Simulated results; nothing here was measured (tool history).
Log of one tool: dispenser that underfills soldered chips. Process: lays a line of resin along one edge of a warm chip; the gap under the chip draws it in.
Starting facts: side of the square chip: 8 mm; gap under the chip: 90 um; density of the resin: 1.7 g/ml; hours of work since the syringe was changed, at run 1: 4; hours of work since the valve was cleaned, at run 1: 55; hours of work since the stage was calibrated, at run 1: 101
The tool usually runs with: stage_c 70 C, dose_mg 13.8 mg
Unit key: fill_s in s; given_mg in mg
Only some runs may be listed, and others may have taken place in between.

run,day,stage_c,dose_mg,hours of work since the syringe was changed,hours of work since the valve was cleaned,hours of work since the stage was calibrated,fill_s,given_mg
1,0.000,70,13.8,4,55,101,21.2,13.01
2,0.083,70,13.8,5,56,103,22.5,13.17
# day 0.129: new syringe of resin
3,0.179,70,13.8,1,57,104,17.8,12.94
4,0.312,70,13.8,3,59,106,19.7,12.87
5,0.425,70,13.8,4,61,108,21.6,12.98
# day 0.538: new syringe of resin
6,0.567,70,13.6,0,63,110,17.6,12.73
7,0.642,70,13.6,2,64,111,18.2,12.69
8,0.738,70,13.8,3,65,112,20.6,12.77
9,0.921,70,13.8,6,68,115,23.9,12.91
# day 0.950: new syringe of resin
10,1.096,70,13.8,2,71,117,20.1,12.74
11,1.250,55,13.8,5,73,120,43.4,12.98
# day 1.354: new syringe of resin
12,1.400,55,13.8,1,75,122,34.5,12.82
13,1.508,55,13.8,2,77,123,38.2,12.79
14,1.604,60,13.8,4,78,125,33.6,12.84
15,1.708,70,14.6,5,80,126,22.4,13.56
# day 1.775: new syringe of resin
16,1.846,69,15.1,1,82,128,19.0,13.89
17,1.925,62,17.7,2,83,130,26.4,16.13
18,2.054,58,13.9,4,85,131,37.3,12.74
# day 2.200: new syringe of resin
19,2.254,58,13.9,1,87,134,30.8,12.61
20,2.329,58,13.9,2,89,135,33.3,12.63
21,2.504,64,15.1,5,91,138,28.3,13.64
# day 2.608: new syringe of resin
22,2.654,58,12.4,1,93,140,31.8,11.37
23,2.771,79,12.9,2,95,142,13.8,11.61
24,2.933,57,15.7,5,98,144,39.4,14.13
# day 3.017: new syringe of resin
25,3.121,69,16.3,2,100,147,19.5,14.70
26,3.258,58,13.0,4,102,149,36.9,11.80

For run 27, what comes out?
27,3.392,74,13.1,6,104,151,?,?

{"run 27": {"fill_s": 20.3, "given_mg": 11.75}}
Without the tool's hidden state the same run would have given fill_s 14.2 s, given_mg 13.10 mg.
